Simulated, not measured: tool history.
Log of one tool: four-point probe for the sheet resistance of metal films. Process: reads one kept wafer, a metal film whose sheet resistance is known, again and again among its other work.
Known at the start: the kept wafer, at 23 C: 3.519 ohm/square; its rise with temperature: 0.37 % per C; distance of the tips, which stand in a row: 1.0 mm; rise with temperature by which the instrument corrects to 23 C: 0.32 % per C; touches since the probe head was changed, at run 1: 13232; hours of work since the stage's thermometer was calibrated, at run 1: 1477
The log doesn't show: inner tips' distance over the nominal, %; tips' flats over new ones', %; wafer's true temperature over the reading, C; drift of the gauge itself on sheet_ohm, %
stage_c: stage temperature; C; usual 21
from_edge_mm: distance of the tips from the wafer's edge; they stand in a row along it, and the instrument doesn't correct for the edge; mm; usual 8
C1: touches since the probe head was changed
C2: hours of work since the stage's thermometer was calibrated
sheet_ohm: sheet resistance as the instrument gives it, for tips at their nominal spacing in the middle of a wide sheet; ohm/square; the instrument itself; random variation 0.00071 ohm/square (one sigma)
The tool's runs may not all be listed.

run 1 day=0.000 | stage_c=21 from_edge_mm=8 | C1=13232 C2=1477 | sheet_ohm=3.558751
run 2 day=0.812 | stage_c=23 from_edge_mm=8 | C1=13497 C2=1485 | sheet_ohm=3.562823
run 3 day=1.288 | stage_c=23 from_edge_mm=8 | C1=13652 C2=1490 | sheet_ohm=3.561605
run 4 day=1.754 | stage_c=23 from_edge_mm=8 | C1=13804 C2=1495 | sheet_ohm=3.562717
run 5 day=2.750 | stage_c=23 from_edge_mm=8 | C1=14129 C2=1506 | sheet_ohm=3.563121
run 6 day=3.717 | stage_c=23 from_edge_mm=8 | C1=14445 C2=1516 | sheet_ohm=3.563058
run 7 day=4.692 | stage_c=23 from_edge_mm=6 | C1=14762 C2=1527 | sheet_ohm=3.585788
run 8 day=5.388 | stage_c=30 from_edge_mm=8 | C1=14990 C2=1534 | sheet_ohm=3.574740
run 9 day=6.450 | stage_c=21 from_edge_mm=39 | C1=15336 C2=1546 | sheet_ohm=3.531995
run 10 day=7.321 | stage_c=21 from_edge_mm=9 | C1=15621 C2=1555 | sheet_ohm=3.553452
run 11 day=8.088 | stage_c=21 from_edge_mm=9 | C1=15871 C2=1563 | sheet_ohm=3.552260
run 12 day=8.850 | stage_c=21 from_edge_mm=33 | C1=16120 C2=1571 | sheet_ohm=3.531868
run 13 day=9.425 | stage_c=19 from_edge_mm=33 | C1=16308 C2=1577 | sheet_ohm=3.527224
run 14 day=10.046 | stage_c=21 from_edge_mm=7 | C1=16510 C2=1584 | sheet_ohm=3.568429
run 15 day=11.029 | stage_c=21 from_edge_mm=7 | C1=16831 C2=1594 | sheet_ohm=3.567205
run 16 day=11.562 | stage_c=21 from_edge_mm=7 | C1=17005 C2=1600 | sheet_ohm=3.567691
-- day=11.683 stage's thermometer calibrated
run 17 day=12.246 | stage_c=31 from_edge_mm=9 | C1=17221 C2=6 | sheet_ohm=3.574035
run 18 day=12.950 | stage_c=30 from_edge_mm=8 | C1=17451 C2=14 | sheet_ohm=3.578563
run 19 day=13.604 | stage_c=30 from_edge_mm=8 | C1=17664 C2=21 | sheet_ohm=3.577053
run 20 day=14.417 | stage_c=30 from_edge_mm=8 | C1=17930 C2=29 | sheet_ohm=3.577817
-- day=14.892 stage's thermometer calibrated, once more
run 21 day=15.092 | stage_c=21 from_edge_mm=3 | C1=18143 C2=2 | sheet_ohm=3.718178
run 22 day=15.721 | stage_c=21 from_edge_mm=3 | C1=18349 C2=9 | sheet_ohm=3.718864
run 23 day=16.475 | stage_c=21 from_edge_mm=3 | C1=18595 C2=17 | sheet_ohm=3.718383
run 24 day=17.458 | stage_c=22 from_edge_mm=24 | C1=18915 C2=27 | sheet_ohm=3.525987
run 25 day=18.238 | stage_c=30 from_edge_mm=16 | C1=19170 C2=36 | sheet_ohm=3.543781
run 26 day=19.267 | stage_c=30 from_edge_mm=12 | C1=19506 C2=47 | sheet_ohm=3.547828
run 27 day=20.121 | stage_c=32 from_edge_mm=8 | C1=19784 C2=56 | sheet_ohm=3.569365
run 28 day=20.612 | stage_c=32 from_edge_mm=8 | C1=19945 C2=61 | sheet_ohm=3.569090
run 29 day=21.388 | stage_c=32 from_edge_mm=8 | C1=20198 C2=69 | sheet_ohm=3.570499
run 30 day=22.121 | stage_c=28 from_edge_mm=12 | C1=20437 C2=77 | sheet_ohm=3.547848
run 31 day=23.079 | stage_c=28 from_edge_mm=12 | C1=20750 C2=88 | sheet_ohm=3.544890

Some steps in sheet_ohm between neighbouring runs. How much of each would the tool show without its hidden state too (settings, what came in, random variation), and how much is left for the hidden state, with any gauge scatter that isn't in both results?
Run 8 -> 9: stage_c 30 -> 21, from_edge_mm 8 -> 39. sheet_ohm -0.042745 ohm/square: hidden state +0.000055, all else -0.042800.
Run 16 -> 17: stage_c 21 -> 31, from_edge_mm 7 -> 9, stage's thermometer calibrated. sheet_ohm +0.006344 ohm/square: hidden state +0.003001, all else +0.003343.
Run 20 -> 21: stage_c 30 -> 21, from_edge_mm 8 -> 3, stage's thermometer calibrated, once more. sheet_ohm +0.140361 ohm/square: hidden state -0.012078, all else +0.152439.
Run 23 -> 24: stage_c 21 -> 22, from_edge_mm 3 -> 24. sheet_ohm -0.192396 ohm/square: hidden state -0.000269, all else -0.192127.

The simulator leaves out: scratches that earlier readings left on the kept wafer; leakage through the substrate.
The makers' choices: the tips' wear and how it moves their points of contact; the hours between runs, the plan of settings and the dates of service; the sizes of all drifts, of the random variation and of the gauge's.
